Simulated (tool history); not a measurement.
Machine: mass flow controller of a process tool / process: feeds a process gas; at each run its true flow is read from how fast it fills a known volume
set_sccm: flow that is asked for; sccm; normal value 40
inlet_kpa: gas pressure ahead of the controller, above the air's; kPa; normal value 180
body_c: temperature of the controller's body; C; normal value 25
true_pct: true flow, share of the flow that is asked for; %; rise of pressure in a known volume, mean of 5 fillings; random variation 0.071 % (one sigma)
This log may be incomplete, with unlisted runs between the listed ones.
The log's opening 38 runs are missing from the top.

| run | hour | set_sccm | inlet_kpa | body_c | hours of work since the controller was set to zero | hours of work since the controller was changed | true_pct |
|---|---|---|---|---|---|---|---|
| 39 | 10144.3 | 7 | 159 | 33 | 4533 | 4533 | 98.05 |
| 40 | 10339 | 7 | 159 | 33 | 4603 | 4603 | 97.88 |
| 41 | 10695.9 | 6 | 180 | 21 | 4732 | 4732 | 97.02 |
| 42 | 10956.8 | 6 | 180 | 21 | 4826 | 4826 | 96.99 |
| 43 | 11244 | 6 | 180 | 21 | 4929 | 4929 | 96.85 |
| 44 | 11461.7 | 15 | 259 | 24 | 5007 | 5007 | 98.05 |
| 45 | 11832.5 | 15 | 259 | 24 | 5141 | 5141 | 97.83 |
| 46 | 12073.4 | 15 | 259 | 24 | 5227 | 5227 | 97.82 |
| 47 | 12238.8 | 15 | 259 | 24 | 5287 | 5287 | 97.65 |
| 48 | 12453.7 | 30 | 180 | 27 | 5364 | 5364 | 98.01 |

Branching from run 48: 4 alternative next runs. What would each branch give?
| A | 12735.3 | 9 | 200 | 22 | 5466 | 5466 | ? |
| B | 12735.3 | 38 | 180 | 36 | 5466 | 5466 | ? |
| C | 12735.3 | 30 | 255 | 27 | 5466 | 5466 | ? |
| D | 12735.3 | 6 | 222 | 23 | 5466 | 5466 | ? |

| run | true_pct |
|---|---|
| A | 96.71 |
| B | 98.92 |
| C | 98.35 |
| D | 96.89 |
Take away the tool's hidden state, keep each run's random variation, and the runs would have read:
| run | true_pct |
|---|---|
| A | 98.11 |
| B | 100.36 |
| C | 99.79 |
| D | 98.28 |

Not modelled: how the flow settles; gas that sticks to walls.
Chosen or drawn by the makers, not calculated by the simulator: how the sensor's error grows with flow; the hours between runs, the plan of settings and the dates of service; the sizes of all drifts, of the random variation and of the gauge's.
